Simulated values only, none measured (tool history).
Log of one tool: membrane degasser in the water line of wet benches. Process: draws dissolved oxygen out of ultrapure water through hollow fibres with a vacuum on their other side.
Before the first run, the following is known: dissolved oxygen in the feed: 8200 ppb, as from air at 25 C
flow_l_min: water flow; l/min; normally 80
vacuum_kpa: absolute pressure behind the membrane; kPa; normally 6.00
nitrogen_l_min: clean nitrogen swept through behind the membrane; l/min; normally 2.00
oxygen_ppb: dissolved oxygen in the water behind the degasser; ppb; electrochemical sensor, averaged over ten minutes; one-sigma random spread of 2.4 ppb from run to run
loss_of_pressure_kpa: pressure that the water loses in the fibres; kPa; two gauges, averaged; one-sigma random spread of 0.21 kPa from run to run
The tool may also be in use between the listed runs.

run	day	flow_l_min	vacuum_kpa	nitrogen_l_min	oxygen_ppb	loss_of_pressure_kpa
1	0.000	80	6.00	2.00	246.2	48.61
2	2.767	80	6.00	2.00	246.9	49.08
3	4.925	80	6.00	2.00	248.3	48.89
4	7.283	80	6.00	2.00	244.6	49.17
5	10.233	80	6.00	2.00	252.7	48.92
6	12.054	80	6.00	2.00	250.1	49.16
7	14.396	80	14.24	1.72	953.1	49.36

Run 8, settings as shown, results not yet in. Your forecast:
8	16.404	77	11.56	0.99	?	?

{"run 8": {"oxygen_ppb": 1049.3, "loss_of_pressure_kpa": 47.28}}
Minus the tool's unlogged condition, the same run would have read oxygen_ppb 1027.2 ppb, loss_of_pressure_kpa 47.11 kPa.
